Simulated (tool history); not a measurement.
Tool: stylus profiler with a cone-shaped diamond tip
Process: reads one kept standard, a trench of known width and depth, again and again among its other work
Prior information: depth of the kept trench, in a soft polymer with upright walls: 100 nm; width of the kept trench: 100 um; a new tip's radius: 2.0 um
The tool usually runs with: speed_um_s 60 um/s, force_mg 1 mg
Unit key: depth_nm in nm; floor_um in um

run,hour,speed_um_s,force_mg,depth_nm,floor_um
1,0,60,1,100.04,97.79
2,15.2,60,1,99.92,97.81
3,26.2,60,1,99.99,97.79
4,43,60,1,99.86,97.85
5,59.1,60,1,99.89,97.76
6,76.4,60,0.76,99.74,97.68
7,92.4,60,0.76,99.91,97.76
8,107,119,2.86,100.29,97.64
9,119.9,55,2.56,100.1,98.01
10,137,15,0.72,99.57,98.12
11,156,15,0.72,99.51,98.13
12,172.3,64,0.72,99.61,97.66
13,183.7,35,0.55,99.54,97.88

Taken out of this log: 1 entry between the listed runs. Where each belongs, and how the hidden state differs across it:
In the gap between runs 8 and 9: height scale calibrated on a step standard (hour 109.3)
  radius of the tip, um: 3.67 -> 3.68; height scale over the true one, %: -0.549 -> -0.757
  the result without the hidden state subtracted from the measured one, depth_nm: -0.55 -> -0.76 nm; floor_um: -0.46 -> -0.46 um
